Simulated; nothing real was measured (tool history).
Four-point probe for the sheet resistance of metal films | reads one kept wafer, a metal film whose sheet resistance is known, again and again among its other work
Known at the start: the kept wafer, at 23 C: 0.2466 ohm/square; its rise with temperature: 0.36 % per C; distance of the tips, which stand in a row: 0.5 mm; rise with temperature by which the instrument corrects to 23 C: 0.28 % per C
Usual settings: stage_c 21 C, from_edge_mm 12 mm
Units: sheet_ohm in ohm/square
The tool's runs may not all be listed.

run	hour	stage_c	from_edge_mm	sheet_ohm
1	0	21	12	0.248344
2	62.9	21	12	0.248377
3	129.2	21	12	0.248374
4	164.8	21	12	0.248303
5	241.6	21	12	0.248391
6	302.5	21	12	0.248421
7	374.5	21	17	0.248416
8	448.9	21	17	0.248391
9	519.9	22	12	0.248807
10	574.9	22	12	0.248854
11	628.7	21	12	0.248725
12	696.7	21	12	0.248613
13	754.4	21	12	0.248785
14	788.1	21	12	0.248723
15	823.6	21	12	0.248661
16	872	20	46	0.248382
17	937.7	20	46	0.248372
18	999	23	11	0.249367
19	1042.4	20	64	0.248506
20	1076.2	19	73	0.24829
21	1120.4	19	73	0.248192
22	1193.6	19	73	0.24832
# hour 1202: stage's thermometer calibrated
23	1227	28	5	0.251842
24	1294.4	28	5	0.251921
25	1329.9	19	33	0.248811
26	1367.5	19	33	0.248767
27	1405	24	12	0.250039
28	1449.7	27	9	0.250876
29	1510.8	26	21	0.250348

3 ways to go on from here, each from the tool as it stands after run 29. What would each give?
A	1585.7	19	21	?
B	1585.7	21	73	?
C	1585.7	22	12	?

run	sheet_ohm
A	0.248944
B	0.249232
C	0.249736
Without the tool's hidden state the same runs would have given:
run	sheet_ohm
A	0.245839
B	0.246124
C	0.246621
